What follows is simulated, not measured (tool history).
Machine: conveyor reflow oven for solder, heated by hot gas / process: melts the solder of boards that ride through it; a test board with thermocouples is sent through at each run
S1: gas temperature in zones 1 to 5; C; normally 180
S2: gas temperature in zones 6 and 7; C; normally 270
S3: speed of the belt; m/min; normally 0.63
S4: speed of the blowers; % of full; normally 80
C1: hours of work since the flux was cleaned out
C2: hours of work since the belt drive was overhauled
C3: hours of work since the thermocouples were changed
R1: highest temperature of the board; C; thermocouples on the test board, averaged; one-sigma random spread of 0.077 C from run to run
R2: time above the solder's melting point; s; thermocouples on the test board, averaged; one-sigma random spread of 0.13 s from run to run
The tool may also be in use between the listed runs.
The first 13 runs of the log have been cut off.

run,hour,S1,S2,S3,S4,C1,C2,C3,R1,R2
14,602.2,180,270,0.63,80,226,383,113,256.93,55.7
15,636,180,270,0.63,80,244,401,131,257.11,55.6
16,681.3,169,262,0.753,66,268,425,155,238.31,30
17,717.9,169,262,0.753,66,287,444,174,238.38,29.6
# hour 726.8: flux residue cleaned out of gas plates and filters
18,764.9,169,262,0.753,66,20,466,196,239.36,31
19,824.3,169,262,0.753,66,51,497,227,239.24,30.9
20,882.6,169,262,0.753,66,82,528,258,239.31,30.9
21,933,176,283,0.63,80,108,554,284,268.74,59.8
22,996.5,176,283,0.63,80,142,588,317,268.62,60.2
23,1044,176,280,0.502,53,167,613,342,266.24,74
24,1086.1,176,262,0.502,53,189,635,365,249.78,63.8
25,1153.7,176,262,0.502,53,224,670,400,249.79,63.8
26,1204.6,190,270,0.63,80,251,697,427,258.95,60.5
27,1233.9,172,263,0.63,80,266,712,442,249.85,49.4
28,1264.6,178,262,0.678,82,282,728,458,248.29,46.3
# hour 1281.5: flux residue cleaned out of gas plates and filters
29,1335.8,178,265,0.678,55,29,763,493,244.75,42.1
30,1376.8,180,270,0.63,80,50,785,515,258.59,57

3 ways to go on from here, each from the tool as it stands after run 30. What would each give?
A,1435.1,174,270,0.63,80,81,815,545,?,?
B,1435.1,177,270,0.639,67,81,815,545,?,?
C,1435.1,180,280,0.743,55,81,815,545,?,?

run,R1,R2
A,257.66,54.9
B,254.52,52.8
C,253.83,44.2
With the hidden condition removed and each run's random variation left untouched, the same runs would have given:
run,R1,R2
A,256.83,53.1
B,253.59,50.8
C,252.67,42.4
